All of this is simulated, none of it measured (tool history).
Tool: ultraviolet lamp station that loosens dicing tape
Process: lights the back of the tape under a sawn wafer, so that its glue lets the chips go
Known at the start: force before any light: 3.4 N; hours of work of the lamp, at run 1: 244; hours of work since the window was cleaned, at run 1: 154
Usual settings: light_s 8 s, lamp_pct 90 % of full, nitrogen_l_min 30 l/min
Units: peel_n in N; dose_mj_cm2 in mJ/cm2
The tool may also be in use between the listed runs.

run,hour,light_s,lamp_pct,nitrogen_l_min,hours of work of the lamp,hours of work since the window was cleaned,peel_n,dose_mj_cm2
1,0.0,8,90,30,244,154,0.425,472
2,7.9,8,90,19,249,159,0.533,478
3,14.9,8,91,30,253,164,0.413,480
4,20.9,8,91,30,257,168,0.396,476
5,26.4,8,91,30,261,171,0.419,476
6,32.3,8,91,30,265,175,0.415,478
7,39.6,10,90,30,269,180,0.279,582
8,46.0,10,90,30,273,184,0.303,584
9,50.5,8,90,30,276,187,0.416,464
10,55.5,8,90,40,280,190,0.350,472
11,64.6,8,90,40,285,196,0.368,468
12,69.9,8,90,40,289,200,0.367,467
13,76.8,8,90,40,293,204,0.373,468
14,83.4,11,90,30,298,208,0.254,635
15,91.7,11,90,30,303,214,0.259,632
16,99.1,8,74,30,308,219,0.605,376
17,106.1,8,74,30,312,223,0.596,377
18,113.7,8,74,30,317,228,0.597,381
19,123.1,8,74,30,323,234,0.622,375
20,128.5,8,74,30,327,238,0.607,373
21,136.6,8,90,17,332,243,0.666,456
# hour 137.5: window cleaned of glue's vapour
22,146.4,8,90,17,338,6,0.646,449
23,150.7,8,90,17,341,9,0.621,447
# hour 154.9: window cleaned of glue's vapour, once more
24,156.5,6,90,30,345,1,0.682,354
25,166.3,6,90,30,351,7,0.696,346
26,172.8,15,90,11,355,12,0.287,862
27,177.2,15,90,11,358,14,0.275,873
28,184.8,15,90,11,363,19,0.287,872
29,192.0,11,61,10,368,24,0.901,429
30,197.2,12,93,30,371,27,0.208,713
31,204.7,8,74,12,376,32,0.969,381
32,213.8,8,74,12,382,38,1.020,381
33,220.3,7,67,10,386,42,1.362,300
34,229.6,13,65,16,392,48,0.480,540
35,234.6,13,65,16,395,52,0.508,535
36,241.7,6,77,25,400,56,0.907,293
37,249.8,8,64,54,405,62,0.573,322
38,257.9,12,90,12,410,67,0.409,678
39,263.7,12,90,12,414,71,0.431,681
40,268.1,12,90,12,417,73,0.417,680
41,275.4,12,90,45,422,78,0.181,676
42,285.2,11,97,15,428,85,0.362,675

How the hidden state differs across the entries between the runs, from the last listed run before each to the first after it:
Between runs 21 and 22: window cleaned of glue's vapour (hour 137.5)
  lamp's light, % of a new lamp's: 89.5 -> 89.4; light that the window lets through, % of a clean one's: 96.6 -> 95.6
  measured less the result without the state, peel_n: +0.136 -> +0.141 N; dose_mj_cm2: -72 -> -77 mJ/cm2
Between runs 23 and 24: window cleaned of glue's vapour, once more (hour 154.9)
  lamp's light, % of a new lamp's: 89.3 -> 89.2; light that the window lets through, % of a clean one's: 95.6 -> 99.5
  measured less the result without the state, peel_n: +0.139 -> +0.113 N; dose_mj_cm2: -77 -> -45 mJ/cm2
